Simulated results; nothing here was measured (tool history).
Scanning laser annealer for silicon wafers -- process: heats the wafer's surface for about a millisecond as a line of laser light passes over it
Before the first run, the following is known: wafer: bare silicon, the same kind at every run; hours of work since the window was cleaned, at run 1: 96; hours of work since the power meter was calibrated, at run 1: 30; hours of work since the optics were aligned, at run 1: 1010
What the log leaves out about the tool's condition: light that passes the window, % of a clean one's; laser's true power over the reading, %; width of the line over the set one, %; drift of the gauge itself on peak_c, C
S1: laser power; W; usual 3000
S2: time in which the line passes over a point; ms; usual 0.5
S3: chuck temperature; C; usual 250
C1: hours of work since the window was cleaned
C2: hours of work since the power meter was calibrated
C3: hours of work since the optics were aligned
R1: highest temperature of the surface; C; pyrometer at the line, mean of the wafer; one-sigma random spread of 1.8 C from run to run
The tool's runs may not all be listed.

run	hour	S1	S2	S3	C1	C2	C3	R1
1	0	3000	0.5	250	96	30	1010	993
2	12.6	3000	0.5	250	103	37	1017	991
3	26.8	3000	0.5	250	111	46	1025	993
4	34.8	3000	0.5	250	115	50	1030	991
5	47.6	3000	0.5	250	123	57	1037	989
6	59	3000	0.5	250	129	64	1044	989
7	74.4	3000	0.5	250	138	73	1052	987
8	87.8	3000	0.5	250	145	80	1060	988
9	104.4	3000	0.5	250	155	90	1069	987
10	113.3	3000	0.5	250	160	95	1074	988
11	124.6	3000	0.5	250	166	101	1081	983
12	139.2	2786	0.5	250	175	109	1089	919
13	154.3	2786	0.5	250	183	118	1098	924
14	163.2	2786	0.5	250	188	123	1103	921
15	176.7	3080	0.554	285	196	131	1110	1088
16	192.7	3080	0.554	285	205	140	1119	1088
17	208.9	2749	0.403	219	214	149	1129	799
18	220.3	2940	0.473	254	221	155	1135	945
19	235.1	2940	0.473	254	229	164	1143	941
20	245.8	2874	0.427	276	235	170	1149	906
21	255	3052	0.596	250	240	175	1155	1070
22	263.4	2847	0.429	250	245	180	1159	875
23	272.2	3053	0.383	250	250	185	1164	892
24	280.5	2938	0.383	271	255	189	1169	881
25	295.4	3000	0.418	250	263	198	1178	905
26	303	2610	0.418	235	268	202	1182	789
27	311.1	2901	0.37	277	272	207	1186	865
28	319.5	3000	0.537	216	277	212	1191	971

Each row is a separate what-if for the run after 28, all from the same tool condition, not one after another. Results?
A	334.9	2958	0.609	258	286	220	1200	?
B	334.9	3107	0.425	221	286	220	1200	?
C	334.9	2679	0.5	273	286	220	1200	?
D	334.9	3049	0.609	244	286	220	1200	?
E	334.9	3253	0.537	216	286	220	1200	?

run	R1
A	1051
B	910
C	906
D	1069
E	1047
The same runs, with their run-to-run variation unchanged, on a tool lacking any hidden condition would have given:
run	R1
A	1091
B	944
C	937
D	1110
E	1088
